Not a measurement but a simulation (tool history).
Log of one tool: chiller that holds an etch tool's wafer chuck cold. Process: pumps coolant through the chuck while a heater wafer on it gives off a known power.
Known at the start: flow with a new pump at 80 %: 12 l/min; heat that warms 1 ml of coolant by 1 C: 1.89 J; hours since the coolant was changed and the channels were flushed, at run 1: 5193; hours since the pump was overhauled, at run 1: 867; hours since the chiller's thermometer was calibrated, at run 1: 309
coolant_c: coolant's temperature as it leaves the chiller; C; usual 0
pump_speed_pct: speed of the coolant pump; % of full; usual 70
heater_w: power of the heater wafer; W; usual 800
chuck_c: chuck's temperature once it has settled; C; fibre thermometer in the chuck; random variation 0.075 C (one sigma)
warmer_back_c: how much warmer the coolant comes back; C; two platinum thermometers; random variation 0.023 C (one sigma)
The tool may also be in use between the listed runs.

run,hour,coolant_c,pump_speed_pct,heater_w,hours since the coolant was changed and the channels were flushed,hours since the pump was overhauled,hours since the chiller's thermometer was calibrated,chuck_c,warmer_back_c
1,0,0,70,800,5193,867,309,5.68,2.39
2,27.1,0,70,800,5220,894,336,5.71,2.39
3,67.8,0,70,800,5261,935,377,5.75,2.4
4,109.6,0,70,846,5303,976,419,6.01,2.51
5,142.8,0,70,846,5336,1010,452,5.78,2.52
6,164.1,0,97,800,5357,1031,473,4.78,1.81
7,196.4,0,97,476,5390,1063,506,2.85,1.06
8,230.2,0,70,800,5424,1097,540,5.67,2.41
9,258.2,0,70,800,5452,1125,568,5.87,2.38
10,299.3,0,70,800,5493,1166,609,5.74,2.38
11,324.7,0,70,800,5518,1192,634,5.87,2.42
# hour 365.5: coolant changed, channels flushed
12,370.8,0,70,800,5,1232,674,5.58,2.41
13,408.1,0,62,800,43,1269,711,5.94,2.7
14,436.3,0,62,800,71,1297,740,6.08,2.71
15,468.2,0,70,800,103,1329,772,5.69,2.47
16,491.6,0,70,800,126,1352,795,5.62,2.42
17,512.9,4,67,611,147,1374,816,8.52,1.9
18,555.1,6,91,811,190,1416,858,10.84,1.87
19,576.5,5,74,662,211,1437,880,9.54,1.92
20,604,4,70,1124,238,1465,907,11.9,3.39
21,635,10,70,917,269,1496,938,16.66,2.75
22,665,6,70,971,299,1526,968,12.86,2.91
23,697.8,6,70,971,332,1559,1001,13,2.92
24,719.8,6,70,971,354,1581,1023,12.82,2.95
25,754.7,-5,70,440,389,1615,1058,-1.97,1.29
26,773.1,-9,70,827,408,1634,1076,-3.15,2.46
27,803.6,-9,70,827,438,1664,1107,-3.2,2.48
28,838.8,2,95,800,473,1700,1142,6.89,1.81
29,862.4,-6,60,405,497,1723,1166,-3,1.4
30,883.4,-7,66,800,518,1744,1187,-1.18,2.48
31,926.1,9,68,492,561,1787,1229,12.32,1.5
32,949.9,-5,70,837,584,1811,1253,0.8,2.52

Hidden state at the last listed run before each entry between runs and at the first one after, where it differs:
Between runs 11 and 12: coolant changed, channels flushed (hour 365.5)
  heat passed by the chuck's channels, % of clean ones': 99.6 -> 100; coolant's true temperature over the reading, C: 0 -> -0.01
